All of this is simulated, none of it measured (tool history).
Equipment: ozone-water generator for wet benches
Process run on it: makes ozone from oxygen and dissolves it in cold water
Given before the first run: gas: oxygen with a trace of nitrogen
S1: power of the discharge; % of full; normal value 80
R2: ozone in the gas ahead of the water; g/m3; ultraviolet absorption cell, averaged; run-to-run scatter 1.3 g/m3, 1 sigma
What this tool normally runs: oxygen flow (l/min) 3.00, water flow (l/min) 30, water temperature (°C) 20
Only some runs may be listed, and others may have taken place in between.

Run 1, hour 0.0: usual settings. Result: dissolved ozone (ppm) 9.1, R2 220.3 g/m3.
Run 2, hour 107.9: usual settings. Result: dissolved ozone (ppm) 9.1, R2 220.8 g/m3.
Run 3, hour 182.4: usual settings but water temperature (°C) 24. Result: dissolved ozone (ppm) 9.0, R2 218.5 g/m3.
Run 4, hour 289.0: usual settings. Result: dissolved ozone (ppm) 9.2, R2 219.9 g/m3.
Run 5, hour 357.0: usual settings. Result: dissolved ozone (ppm) 9.1, R2 216.6 g/m3.
Run 6, hour 416.2: usual settings. Result: dissolved ozone (ppm) 9.1, R2 219.3 g/m3.
Run 7, hour 493.4: usual settings but S1 87 % of full. Result: dissolved ozone (ppm) 9.5, R2 227.2 g/m3.
Run 8, hour 607.8: usual settings. Result: dissolved ozone (ppm) 8.9, R2 217.3 g/m3.
Run 9, hour 708.4: usual settings but oxygen flow (l/min) 2.34. Result: dissolved ozone (ppm) 8.2, R2 233.1 g/m3.
Run 10, hour 768.3: usual settings but S1 60 % of full, water flow (l/min) 43, water temperature (°C) 22. Result: dissolved ozone (ppm) 5.0, R2 184.9 g/m3.
Run 11, hour 880.2: usual settings but S1 60 % of full, water flow (l/min) 43, water temperature (°C) 22. Result: dissolved ozone (ppm) 4.9, R2 184.4 g/m3.
Run 12, hour 964.0: usual settings but S1 60 % of full, water flow (l/min) 43, water temperature (°C) 22. Result: dissolved ozone (ppm) 5.0, R2 183.8 g/m3.
Run 13, hour 1052.9: usual settings but S1 60 % of full, water flow (l/min) 43, water temperature (°C) 22. Result: dissolved ozone (ppm) 4.5, R2 184.4 g/m3.
Run 14, hour 1127.6: usual settings but S1 60 % of full, water flow (l/min) 43, water temperature (°C) 22. Result: dissolved ozone (ppm) 4.7, R2 183.5 g/m3.
Run 15, hour 1232.1: usual settings but S1 60 % of full, oxygen flow (l/min) 1.73, water temperature (°C) 22. Result: dissolved ozone (ppm) 5.5, R2 219.3 g/m3.
Run 16, hour 1339.6: usual settings but oxygen flow (l/min) 4.78, water flow (l/min) 23. Result: dissolved ozone (ppm) 13.2, R2 181.6 g/m3.
Run 17, hour 1424.4: usual settings but S1 64 % of full, oxygen flow (l/min) 1.50, water flow (l/min) 28. Result: dissolved ozone (ppm) 6.7, R2 236.5 g/m3.

The log once held 2 entries between its listed runs, left out of this copy. Where does each go, and what is different about the tool's unlogged condition between the listed run before it and the listed run after it?
Logged between run 12 and run 13: contactor cleaned (hour 973.9)
  yield of the discharge, % of new electrodes': 87.6 -> 87.4; contactor's efficiency, % of a clean one's: 90.1 -> 83.2; true water temperature over the reading, C: 0.08 -> 0.09
  measured result minus the result with no hidden state, dissolved ozone (ppm): -1.0 -> -1.3; R2: -23.6 -> -24.1 g/m3
Logged between run 16 and run 17: contactor cleaned, once more (hour 1408.0)
  yield of the discharge, % of new electrodes': 86.6 -> 86.4; contactor's efficiency, % of a clean one's: 82.8 -> 98.9; true water temperature over the reading, C: 0.11 -> 0.12
  measured result minus the result with no hidden state, dissolved ozone (ppm): -4.0 -> -1.0; R2: -30.3 -> -35.2 g/m3

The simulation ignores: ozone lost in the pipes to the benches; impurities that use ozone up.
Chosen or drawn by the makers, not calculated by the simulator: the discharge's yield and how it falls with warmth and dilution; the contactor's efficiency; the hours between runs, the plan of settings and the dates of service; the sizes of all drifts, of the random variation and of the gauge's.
